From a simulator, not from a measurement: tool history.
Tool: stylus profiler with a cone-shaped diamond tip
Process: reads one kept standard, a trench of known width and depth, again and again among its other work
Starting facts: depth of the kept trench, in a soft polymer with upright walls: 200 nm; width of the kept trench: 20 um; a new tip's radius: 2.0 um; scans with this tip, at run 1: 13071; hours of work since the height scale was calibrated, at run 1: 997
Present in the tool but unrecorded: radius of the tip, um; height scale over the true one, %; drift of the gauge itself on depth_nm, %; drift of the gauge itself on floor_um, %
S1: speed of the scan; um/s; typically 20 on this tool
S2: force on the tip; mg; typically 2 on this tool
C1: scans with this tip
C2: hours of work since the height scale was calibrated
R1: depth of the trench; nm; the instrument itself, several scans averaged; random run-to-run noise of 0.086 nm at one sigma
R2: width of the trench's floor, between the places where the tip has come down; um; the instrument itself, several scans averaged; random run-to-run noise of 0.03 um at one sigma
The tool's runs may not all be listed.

| run | day | S1 | S2 | C1 | C2 | R1 | R2 |
|---|---|---|---|---|---|---|---|
| 1 | 0 | 20 | 2 | 13071 | 997 | 203.43 | 17.59 |
| 2 | 1.171 | 20 | 2 | 13320 | 1016 | 203.46 | 17.58 |
| 3 | 2.225 | 20 | 2 | 13543 | 1033 | 203.59 | 17.6 |
| 4 | 3.738 | 20 | 2 | 13863 | 1058 | 203.58 | 17.53 |
| 5 | 4.775 | 20 | 2 | 14083 | 1075 | 203.6 | 17.54 |
| 6 | 6.225 | 20 | 2 | 14390 | 1098 | 203.46 | 17.53 |
| 7 | 7.288 | 20 | 2 | 14615 | 1115 | 203.57 | 17.52 |
| 8 | 8.646 | 20 | 2 | 14903 | 1137 | 203.73 | 17.44 |
| 9 | 10.05 | 20 | 1.85 | 15201 | 1160 | 203.47 | 17.56 |
| 10 | 11.012 | 20 | 1.85 | 15405 | 1176 | 203.42 | 17.5 |
| 11 | 11.833 | 18 | 1.85 | 15579 | 1189 | 203.43 | 17.46 |
| 12 | 12.704 | 18 | 1.85 | 15763 | 1203 | 203.63 | 17.45 |
| 13 | 13.796 | 7 | 1.85 | 15995 | 1221 | 203.59 | 17.52 |
| 14 | 15.129 | 7 | 1.85 | 16277 | 1242 | 203.75 | 17.49 |
|  | 15.221 | height scale calibrated on a step standard |
| 15 | 16.262 | 20 | 0.9 | 16512 | 17 | 202.81 | 17.41 |
| 16 | 17.442 | 20 | 0.9 | 16763 | 36 | 202.73 | 17.45 |
| 17 | 18.992 | 20 | 0.9 | 17091 | 61 | 202.76 | 17.43 |
|  | 19.112 | height scale calibrated on a step standard, once more |
| 18 | 20.017 | 5 | 3.14 | 17304 | 15 | 203.76 | 17.44 |
| 19 | 21.346 | 9 | 3.24 | 17585 | 36 | 203.81 | 17.49 |
| 20 | 22.688 | 9 | 3.24 | 17870 | 58 | 203.98 | 17.43 |
| 21 | 23.954 | 9 | 3.24 | 18139 | 78 | 203.98 | 17.44 |
| 22 | 25.133 | 34 | 1.5 | 18388 | 97 | 202.19 | 17.37 |
| 23 | 26.121 | 34 | 1.5 | 18598 | 113 | 202.33 | 17.33 |
| 24 | 27.271 | 34 | 1.5 | 18841 | 132 | 202.4 | 17.3 |
| 25 | 28.504 | 55 | 0.98 | 19103 | 152 | 201.67 | 17.23 |
| 26 | 29.133 | 25 | 2.25 | 19236 | 162 | 203.08 | 17.34 |
| 27 | 29.908 | 25 | 2.25 | 19400 | 175 | 203.19 | 17.34 |
| 28 | 31.446 | 9 | 4 | 19726 | 199 | 204.55 | 17.38 |
| 29 | 32.433 | 30 | 1.49 | 19936 | 215 | 202.44 | 17.22 |
| 30 | 33.883 | 9 | 2.44 | 20242 | 239 | 203.51 | 17.35 |
| 31 | 34.596 | 29 | 3.98 | 20394 | 250 | 204.52 | 17.31 |
| 32 | 35.712 | 46 | 3.49 | 20630 | 268 | 204.08 | 17.25 |

Here are 5 independent what-if runs from the current tool condition. What would each one return?
| A | 37.012 | 10 | 4.84 | 20905 | 289 | ? | ? |
| B | 37.012 | 7 | 2.79 | 20905 | 289 | ? | ? |
| C | 37.012 | 20 | 1.09 | 20905 | 289 | ? | ? |
| D | 37.012 | 22 | 1.17 | 20905 | 289 | ? | ? |
| E | 37.012 | 27 | 2.1 | 20905 | 289 | ? | ? |

| run | R1 | R2 |
|---|---|---|
| A | 205.23 | 17.32 |
| B | 203.68 | 17.3 |
| C | 202.13 | 17.26 |
| D | 202.23 | 17.27 |
| E | 203.16 | 17.29 |
What these runs would have given with no unlogged condition in the tool:
| run | R1 | R2 |
|---|---|---|
| A | 204.94 | 18.24 |
| B | 203.38 | 18.22 |
| C | 201.83 | 18.18 |
| D | 201.93 | 18.2 |
| E | 202.86 | 18.22 |
